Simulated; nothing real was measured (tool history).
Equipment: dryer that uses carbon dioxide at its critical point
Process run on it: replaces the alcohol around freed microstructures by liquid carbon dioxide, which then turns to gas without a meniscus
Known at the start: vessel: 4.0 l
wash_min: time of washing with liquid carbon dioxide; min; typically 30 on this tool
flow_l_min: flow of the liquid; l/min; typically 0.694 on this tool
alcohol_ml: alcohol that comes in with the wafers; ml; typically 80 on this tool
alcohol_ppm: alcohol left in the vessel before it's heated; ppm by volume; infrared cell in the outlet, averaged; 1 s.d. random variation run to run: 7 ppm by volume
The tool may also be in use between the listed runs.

run,hour,wash_min,flow_l_min,alcohol_ml,alcohol_ppm
1,0,30,0.694,80,392
2,31.2,30,0.694,92,459
3,52.3,30,0.694,80,402
4,74.8,30,0.694,80,424
5,99.7,30,0.694,80,422
6,113.7,30,0.694,80,433
7,136.9,30,0.694,80,432
8,150.4,30,0.694,80,439
9,182.3,30,0.694,80,442
10,210.4,30,0.694,22,163
11,233.8,22,0.481,36,1339
12,259.2,22,1.098,24,119
13,280.5,22,0.496,24,860
14,302,30,0.694,58,362
15,322.9,30,0.694,21,178
16,337.9,41,0.424,78,900
17,356.8,33,0.694,48,238
18,384.7,33,0.694,48,243
19,411.4,21,0.539,80,2678
# hour 430.5: inlet filter changed
20,443.6,30,0.694,83,445

5 ways to go on from here, each from the tool as it stands after run 20. What would each give?
A,474,25,0.425,92,?
B,474,38,0.969,110,?
C,474,30,0.565,83,?
D,474,25,0.694,80,?
E,474,43,0.708,39,?

run,alcohol_ppm
A,3063
B,117
C,907
D,742
E,116
Without the tool's unlogged condition, the same runs would have read:
run,alcohol_ppm
A,2932
B,26
C,796
D,638
E,23
